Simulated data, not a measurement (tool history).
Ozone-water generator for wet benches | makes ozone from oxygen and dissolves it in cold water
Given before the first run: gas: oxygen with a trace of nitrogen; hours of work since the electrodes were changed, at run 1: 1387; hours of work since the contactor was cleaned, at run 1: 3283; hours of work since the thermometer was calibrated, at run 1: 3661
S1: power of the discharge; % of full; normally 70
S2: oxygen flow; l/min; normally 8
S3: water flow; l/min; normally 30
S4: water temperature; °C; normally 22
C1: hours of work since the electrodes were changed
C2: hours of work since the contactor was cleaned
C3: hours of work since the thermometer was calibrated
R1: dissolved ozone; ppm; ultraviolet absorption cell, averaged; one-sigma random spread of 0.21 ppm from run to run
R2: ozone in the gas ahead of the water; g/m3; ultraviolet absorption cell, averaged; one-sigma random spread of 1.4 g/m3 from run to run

run,hour,S1,S2,S3,S4,C1,C2,C3,R1,R2
1,0,70,8,30,22,1387,3283,3661,30.4,271.1
2,30,70,8,30,22,1415,3311,3689,30.1,271.6
3,62.1,70,7.56,30,22,1445,3340,3719,30.5,276.4
4,89.6,70,8,30,22,1470,3366,3744,30.5,272.5
5,125.1,70,8,30,22,1503,3399,3777,30.6,270.2
6,147,70,8,30,22,1523,3419,3797,30.4,272.8
7,170.1,70,8,30,22,1545,3440,3819,30.3,272.6
8,201.1,70,7.09,30,22,1574,3469,3847,30.5,288.1
9,222.8,70,8,30,21,1594,3489,3868,30.8,272.7
10,247.5,70,8,30,21,1616,3512,3890,30.7,269.5
11,276.7,70,8,30,21,1643,3539,3917,30.8,269.1
12,322.9,70,8,30,21,1686,3582,3960,30.8,271
13,364.2,70,8,22,22,1724,3620,3998,36.3,267.9
14,408.1,70,8,22,22,1765,3660,4039,36.6,270.9
15,451.1,62,8.58,30,15,1805,3700,4079,30.2,236.2
16,482.9,62,8.58,20,15,1834,3730,4108,39.8,236.2
17,533,80,13.03,29,27,1881,3776,4154,30.7,236.7
18,561.9,70,8,30,27,1907,3803,4181,28.4,271.2
19,592.4,52,9.96,19,15,1936,3831,4209,34.5,186.1
20,643.2,52,9.96,19,15,1983,3878,4256,34.3,188.2
21,686.9,52,9.96,19,27,2023,3918,4297,26.8,189.1
22,716.4,41,8,30,19,2050,3946,4324,20.3,172.7
23,737.7,41,8,30,19,2070,3965,4344,20.4,172.9
24,788,56,10.96,19,22,2116,4012,4390,31.2,189.8
25,829.3,70,8.04,30,28,2155,4050,4429,27.7,268
26,850.8,70,8.04,30,28,2175,4070,4449,27.4,269.3
27,894.2,70,8.04,30,28,2215,4110,4489,27.7,269.4
28,920.8,70,8.04,30,28,2239,4135,4513,27.2,269.6

4 options for the next run, each taken on its own from the tool as it stands now. Forecast them:
A,968,70,10.99,22,28,2283,4178,4557,?,?
B,968,70,8,24,22,2283,4178,4557,?,?
C,968,45,7.68,30,16,2283,4178,4557,?,?
D,968,70,6.35,30,16,2283,4178,4557,?,?

run,R1,R2
A,31.3,230.6
B,35.1,271
C,22.6,191.4
D,32.5,304.3
Without the tool's hidden state the same runs would have given:
run,R1,R2
A,31.3,230.7
B,35.2,271.2
C,22.6,191.5
D,32.5,304.6

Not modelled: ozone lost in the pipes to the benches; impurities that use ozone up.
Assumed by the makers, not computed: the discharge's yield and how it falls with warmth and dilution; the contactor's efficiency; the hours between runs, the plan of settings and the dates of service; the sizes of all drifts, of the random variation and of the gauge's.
